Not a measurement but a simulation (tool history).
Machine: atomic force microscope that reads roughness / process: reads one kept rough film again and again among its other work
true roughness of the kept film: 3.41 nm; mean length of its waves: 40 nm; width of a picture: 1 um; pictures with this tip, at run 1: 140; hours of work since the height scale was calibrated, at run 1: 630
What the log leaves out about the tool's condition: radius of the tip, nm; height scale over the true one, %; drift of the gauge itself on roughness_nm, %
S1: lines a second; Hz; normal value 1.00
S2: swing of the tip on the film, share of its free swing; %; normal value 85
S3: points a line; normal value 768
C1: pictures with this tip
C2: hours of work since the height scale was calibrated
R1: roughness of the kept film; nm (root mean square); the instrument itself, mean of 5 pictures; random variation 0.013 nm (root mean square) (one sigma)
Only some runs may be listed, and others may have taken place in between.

run 1 hour=0.0 | S1=1.00 S2=85 S3=768 | C1=140 C2=630 | R1=2.888
run 2 hour=12.1 | S1=0.76 S2=85 S3=768 | C1=162 C2=639 | R1=2.907
run 3 hour=33.7 | S1=0.76 S2=85 S3=768 | C1=201 C2=656 | R1=2.884
run 4 hour=48.7 | S1=0.93 S2=85 S3=768 | C1=228 C2=667 | R1=2.816
run 5 hour=71.2 | S1=1.00 S2=85 S3=928 | C1=269 C2=685 | R1=2.758
-- hour=89.5 new tip fitted
run 6 hour=100.8 | S1=1.00 S2=85 S3=768 | C1=20 C2=707 | R1=2.983
run 7 hour=125.9 | S1=1.00 S2=85 S3=821 | C1=66 C2=727 | R1=2.939
run 8 hour=141.0 | S1=1.00 S2=85 S3=345 | C1=93 C2=738 | R1=2.900
run 9 hour=154.0 | S1=1.00 S2=85 S3=345 | C1=116 C2=748 | R1=2.877
run 10 hour=167.9 | S1=1.00 S2=85 S3=345 | C1=141 C2=759 | R1=2.866
run 11 hour=181.2 | S1=1.00 S2=85 S3=768 | C1=165 C2=769 | R1=2.839
run 12 hour=207.5 | S1=1.00 S2=85 S3=488 | C1=213 C2=790 | R1=2.823
run 13 hour=231.2 | S1=1.00 S2=85 S3=488 | C1=256 C2=808 | R1=2.775
run 14 hour=253.4 | S1=1.00 S2=85 S3=488 | C1=296 C2=825 | R1=2.761
-- hour=256.5 new tip fitted
run 15 hour=274.5 | S1=1.00 S2=85 S3=768 | C1=33 C2=841 | R1=2.957
run 16 hour=293.8 | S1=1.00 S2=85 S3=768 | C1=68 C2=856 | R1=2.934
run 17 hour=316.4 | S1=1.00 S2=85 S3=768 | C1=109 C2=874 | R1=2.917
run 18 hour=331.4 | S1=1.00 S2=85 S3=768 | C1=136 C2=885 | R1=2.871
run 19 hour=343.6 | S1=1.00 S2=85 S3=768 | C1=158 C2=895 | R1=2.853
run 20 hour=360.2 | S1=1.00 S2=85 S3=768 | C1=188 C2=908 | R1=2.822
run 21 hour=381.9 | S1=1.00 S2=85 S3=768 | C1=227 C2=925 | R1=2.801
run 22 hour=399.9 | S1=2.28 S2=85 S3=768 | C1=259 C2=939 | R1=2.549
run 23 hour=421.6 | S1=3.79 S2=85 S3=768 | C1=299 C2=955 | R1=2.264
-- hour=424.6 new tip fitted
run 24 hour=450.7 | S1=3.79 S2=85 S3=768 | C1=47 C2=977 | R1=2.476
run 25 hour=466.6 | S1=1.00 S2=61 S3=280 | C1=76 C2=990 | R1=3.119
run 26 hour=487.1 | S1=1.00 S2=76 S3=267 | C1=113 C2=1006 | R1=2.970
run 27 hour=505.7 | S1=1.00 S2=76 S3=267 | C1=146 C2=1020 | R1=2.923
run 28 hour=528.3 | S1=1.00 S2=76 S3=267 | C1=187 C2=1038 | R1=2.901
run 29 hour=546.6 | S1=2.88 S2=67 S3=267 | C1=220 C2=1052 | R1=2.794
run 30 hour=567.5 | S1=0.67 S2=63 S3=267 | C1=258 C2=1068 | R1=2.966
run 31 hour=583.6 | S1=0.67 S2=63 S3=267 | C1=287 C2=1080 | R1=2.926
-- hour=592.7 new tip fitted
run 32 hour=610.6 | S1=0.67 S2=63 S3=267 | C1=32 C2=1101 | R1=3.150
run 33 hour=627.2 | S1=0.99 S2=85 S3=967 | C1=62 C2=1114 | R1=2.968
run 34 hour=639.1 | S1=1.54 S2=77 S3=805 | C1=83 C2=1123 | R1=2.942
run 35 hour=658.8 | S1=0.71 S2=85 S3=514 | C1=119 C2=1138 | R1=2.944
run 36 hour=673.5 | S1=0.85 S2=60 S3=292 | C1=145 C2=1150 | R1=3.050
run 37 hour=694.7 | S1=0.85 S2=60 S3=292 | C1=184 C2=1166 | R1=3.015
run 38 hour=720.4 | S1=3.01 S2=85 S3=985 | C1=230 C2=1186 | R1=2.450
run 39 hour=747.7 | S1=0.51 S2=90 S3=294 | C1=279 C2=1207 | R1=2.845
-- hour=760.2 new tip fitted
run 40 hour=774.4 | S1=1.13 S2=85 S3=258 | C1=26 C2=1227 | R1=2.937
run 41 hour=799.4 | S1=1.13 S2=85 S3=258 | C1=71 C2=1247 | R1=2.879
run 42 hour=823.9 | S1=1.13 S2=85 S3=258 | C1=115 C2=1266 | R1=2.847
run 43 hour=850.6 | S1=1.13 S2=85 S3=258 | C1=163 C2=1286 | R1=2.806
run 44 hour=874.7 | S1=1.69 S2=76 S3=508 | C1=207 C2=1305 | R1=2.825
run 45 hour=892.9 | S1=1.58 S2=84 S3=768 | C1=239 C2=1319 | R1=2.712
run 46 hour=905.3 | S1=1.34 S2=88 S3=262 | C1=262 C2=1329 | R1=2.692
-- hour=928.5 new tip fitted
run 47 hour=928.6 | S1=1.34 S2=88 S3=262 | C1=0 C2=1347 | R1=2.859

Same runs, no hidden state in the tool, same run-to-run variation:
run=1 R1=2.998
run=2 R1=3.038
run=3 R1=3.047
run=4 R1=2.998
run=5 R1=2.964
run=6 R1=2.990
run=7 R1=2.984
run=8 R1=2.970
run=9 R1=2.968
run=10 R1=2.977
run=11 R1=2.968
run=12 R1=2.990
run=13 R1=2.971
run=14 R1=2.986
run=15 R1=2.978
run=16 R1=2.985
run=17 R1=3.002
run=18 R1=2.976
run=19 R1=2.977
run=20 R1=2.971
run=21 R1=2.982
run=22 R1=2.738
run=23 R1=2.458
run=24 R1=2.489
run=25 R1=3.160
run=26 R1=3.043
run=27 R1=3.023
run=28 R1=3.036
run=29 R1=2.948
run=30 R1=3.160
run=31 R1=3.140
run=32 R1=3.154
run=33 R1=2.998
run=34 R1=2.989
run=35 R1=3.023
run=36 R1=3.154
run=37 R1=3.150
run=38 R1=2.593
run=39 R1=3.052
run=40 R1=2.932
run=41 R1=2.910
run=42 R1=2.915
run=43 R1=2.909
run=44 R1=2.964
run=45 R1=2.870
run=46 R1=2.866
run=47 R1=2.824
